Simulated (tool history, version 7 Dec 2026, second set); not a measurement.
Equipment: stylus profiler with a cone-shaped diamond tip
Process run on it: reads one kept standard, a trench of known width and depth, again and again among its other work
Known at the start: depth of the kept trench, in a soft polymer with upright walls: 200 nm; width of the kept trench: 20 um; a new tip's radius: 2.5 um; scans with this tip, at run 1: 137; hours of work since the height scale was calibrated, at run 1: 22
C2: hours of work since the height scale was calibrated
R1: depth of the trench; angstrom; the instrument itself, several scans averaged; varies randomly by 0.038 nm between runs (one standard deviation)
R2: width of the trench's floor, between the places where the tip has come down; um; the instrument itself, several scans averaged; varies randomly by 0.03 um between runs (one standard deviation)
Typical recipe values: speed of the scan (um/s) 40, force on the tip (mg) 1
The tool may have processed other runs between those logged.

Run 1, hour 0: usual settings; scans with this tip 137; C2 22. Result: R1 2009.9 angstrom, R2 17.8 um.
Run 2, hour 94.3: usual settings but speed of the scan (um/s) 14; scans with this tip 415; C2 67. Result: R1 2009.9 angstrom, R2 17.92 um.
Run 3, hour 186.8: usual settings but speed of the scan (um/s) 14; scans with this tip 688; C2 112. Result: R1 2009 angstrom, R2 17.9 um.
Run 4, hour 271.2: usual settings but speed of the scan (um/s) 14; scans with this tip 937; C2 152. Result: R1 2009.7 angstrom, R2 17.91 um.
Run 5, hour 361.2: usual settings but force on the tip (mg) 1.95; scans with this tip 1203; C2 195. Result: R1 2014.6 angstrom, R2 17.82 um.
Run 6, hour 440.2: usual settings but force on the tip (mg) 1.01; scans with this tip 1436; C2 233. Result: R1 2009.1 angstrom, R2 17.72 um.
Run 7, hour 522.9: usual settings but force on the tip (mg) 0.38; scans with this tip 1680; C2 272. Result: R1 2004.9 angstrom, R2 17.59 um.
Run 8, hour 577.2: usual settings but speed of the scan (um/s) 25, force on the tip (mg) 0.38; scans with this tip 1840; C2 298. Result: R1 2003.8 angstrom, R2 17.67 um.
Run 9, hour 642.9: usual settings but force on the tip (mg) 0.34; scans with this tip 2034; C2 329. Result: R1 2003.5 angstrom, R2 17.47 um.
Run 10, hour 746.4: usual settings but force on the tip (mg) 0.34; scans with this tip 2340; C2 379. Result: R1 2003.2 angstrom, R2 17.55 um.
Run 11, hour 833.7: usual settings but force on the tip (mg) 0.34; scans with this tip 2597; C2 421. Result: R1 2003.2 angstrom, R2 17.46 um.
Run 12, hour 895.8: usual settings; scans with this tip 2781; C2 450. Result: R1 2008.2 angstrom, R2 17.63 um.
Run 13, hour 953.3: usual settings; scans with this tip 2950; C2 478. Result: R1 2008.4 angstrom, R2 17.62 um.
Run 14, hour 1021.3: usual settings but force on the tip (mg) 2.33; scans with this tip 3151; C2 510. Result: R1 2015.6 angstrom, R2 17.74 um.
At hour 1027.6: height scale calibrated on a step standard.
Run 15, hour 1103.5: usual settings but force on the tip (mg) 2.33; scans with this tip 3392; C2 36. Result: R1 2015.7 angstrom, R2 17.73 um.
Run 16, hour 1170.4: usual settings but force on the tip (mg) 0.34; scans with this tip 3590; C2 68. Result: R1 2001.4 angstrom, R2 17.4 um.
Run 17, hour 1234.3: usual settings but force on the tip (mg) 0.34; scans with this tip 3778; C2 99. Result: R1 2001.8 angstrom, R2 17.49 um.
Run 18, hour 1302.3: usual settings but force on the tip (mg) 0.87; scans with this tip 3979; C2 131. Result: R1 2006.4 angstrom, R2 17.64 um.
Run 19, hour 1376.7: usual settings but speed of the scan (um/s) 37; scans with this tip 4198; C2 167. Result: R1 2006.8 angstrom, R2 17.67 um.
Run 20, hour 1481.7: usual settings; scans with this tip 4508; C2 217. Result: R1 2006.7 angstrom, R2 17.53 um.
Run 21, hour 1573.2: usual settings; scans with this tip 4778; C2 261. Result: R1 2005.9 angstrom, R2 17.53 um.
At hour 1612.6: height scale calibrated on a step standard, once more.
Run 22, hour 1662.2: usual settings but speed of the scan (um/s) 17; scans with this tip 5039; C2 24. Result: R1 2009.5 angstrom, R2 17.68 um.
Run 23, hour 1766.5: usual settings; scans with this tip 5347; C2 74. Result: R1 2009.8 angstrom, R2 17.56 um.

What does the tool deliver on the next run?
Run 24, hour 1878.5: usual settings; scans with this tip 5678; C2 127. Result: R1 ?, R2 ?.

{"run 24": {"R1": 2009.1, "R2": 17.51}}
The same run, on a tool lacking any hidden state, would have yielded R1 2009.8 angstrom, R2 17.77 um.
